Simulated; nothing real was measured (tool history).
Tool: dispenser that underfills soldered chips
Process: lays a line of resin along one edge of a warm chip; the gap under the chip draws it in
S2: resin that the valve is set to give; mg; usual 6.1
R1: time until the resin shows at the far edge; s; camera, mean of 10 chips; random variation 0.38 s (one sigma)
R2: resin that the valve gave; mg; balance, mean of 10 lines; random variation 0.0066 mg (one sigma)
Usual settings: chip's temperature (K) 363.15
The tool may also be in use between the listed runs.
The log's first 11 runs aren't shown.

{"hour": 44.0, "done": "dispensing valve cleaned and set on the balance"}
{"run": 12, "hour": 44.9, "chip's temperature (K)": 352.15, "S2": 6.1, "R1": 54.2, "R2": 6.089}
{"hour": 49.8, "done": "new syringe of resin"}
{"run": 13, "hour": 50.4, "chip's temperature (K)": 363.15, "S2": 6.1, "R1": 23.6, "R2": 6.077}
{"run": 14, "hour": 53.5, "chip's temperature (K)": 363.15, "S2": 6.1, "R1": 27.9, "R2": 6.071}
{"run": 15, "hour": 56.5, "chip's temperature (K)": 363.15, "S2": 6.1, "R1": 31.7, "R2": 6.069}
{"run": 16, "hour": 60.4, "chip's temperature (K)": 373.15, "S2": 6.1, "R1": 25.6, "R2": 6.069}
{"hour": 63.0, "done": "new syringe of resin"}
{"run": 17, "hour": 65.6, "chip's temperature (K)": 373.15, "S2": 6.1, "R1": 18, "R2": 6.058}
{"run": 18, "hour": 68.4, "chip's temperature (K)": 373.15, "S2": 6.1, "R1": 19.9, "R2": 6.05}
{"run": 19, "hour": 71.4, "chip's temperature (K)": 363.15, "S2": 7.14, "R1": 34, "R2": 7.073}
{"hour": 75.8, "done": "new syringe of resin"}
{"run": 20, "hour": 76.2, "chip's temperature (K)": 374.15, "S2": 6.18, "R1": 15.4, "R2": 6.115}
{"run": 21, "hour": 78.3, "chip's temperature (K)": 374.15, "S2": 6.18, "R1": 16.6, "R2": 6.098}
{"run": 22, "hour": 83.5, "chip's temperature (K)": 374.15, "S2": 6.18, "R1": 21.8, "R2": 6.105}
{"run": 23, "hour": 87.1, "chip's temperature (K)": 360.15, "S2": 7.42, "R1": 44.6, "R2": 7.315}
{"hour": 88.9, "done": "new syringe of resin"}
{"run": 24, "hour": 92.4, "chip's temperature (K)": 360.15, "S2": 7.42, "R1": 31.1, "R2": 7.307}
{"run": 25, "hour": 95.7, "chip's temperature (K)": 365.15, "S2": 6.34, "R1": 29.1, "R2": 6.243}
{"run": 26, "hour": 97.9, "chip's temperature (K)": 370.15, "S2": 6.1, "R1": 26.6, "R2": 6.003}
{"run": 27, "hour": 100.5, "chip's temperature (K)": 370.15, "S2": 6.1, "R1": 30, "R2": 6.003}
{"hour": 101.8, "done": "new syringe of resin"}
{"run": 28, "hour": 104.8, "chip's temperature (K)": 378.15, "S2": 6.09, "R1": 15.6, "R2": 5.98}
{"run": 29, "hour": 108.1, "chip's temperature (K)": 358.15, "S2": 6.09, "R1": 38.9, "R2": 5.974}
{"run": 30, "hour": 111.0, "chip's temperature (K)": 354.15, "S2": 7.47, "R1": 53.2, "R2": 7.33}
{"hour": 114.9, "done": "new syringe of resin"}
{"run": 31, "hour": 114.9, "chip's temperature (K)": 359.15, "S2": 7.68, "R1": 27.5, "R2": 7.525}
{"run": 32, "hour": 119.0, "chip's temperature (K)": 359.15, "S2": 6.93, "R1": 33.8, "R2": 6.771}
{"hour": 122.9, "done": "dispensing valve cleaned and set on the balance"}
{"run": 33, "hour": 125.1, "chip's temperature (K)": 349.15, "S2": 6.24, "R1": 66.6, "R2": 6.244}
{"hour": 128.7, "done": "new syringe of resin"}
{"run": 34, "hour": 129.4, "chip's temperature (K)": 363.15, "S2": 5.24, "R1": 25.6, "R2": 5.232}
{"run": 35, "hour": 132.8, "chip's temperature (K)": 353.15, "S2": 7.74, "R1": 43.4, "R2": 7.715}

Forecast each of these 5 alternatives for the next run:
{"run": "A", "hour": 135.4, "chip's temperature (K)": 360.15, "S2": 6.88, "R1": "?", "R2": "?"}
{"run": "B", "hour": 135.4, "chip's temperature (K)": 359.15, "S2": 5.67, "R1": "?", "R2": "?"}
{"run": "C", "hour": 135.4, "chip's temperature (K)": 359.15, "S2": 7.74, "R1": "?", "R2": "?"}
{"run": "D", "hour": 135.4, "chip's temperature (K)": 357.15, "S2": 7.3, "R1": "?", "R2": "?"}
{"run": "E", "hour": 135.4, "chip's temperature (K)": 360.15, "S2": 5.2, "R1": "?", "R2": "?"}

run=A R1=36.8 R2=6.847
run=B R1=38.5 R2=5.657
run=C R1=38.3 R2=7.709
run=D R1=41.9 R2=7.27
run=E R1=38.2 R2=5.178
Without the tool's hidden state the same runs would have given:
run=A R1=26.3 R2=6.876
run=B R1=27.5 R2=5.681
run=C R1=27.5 R2=7.741
run=D R1=30.1 R2=7.3
run=E R1=27.4 R2=5.199
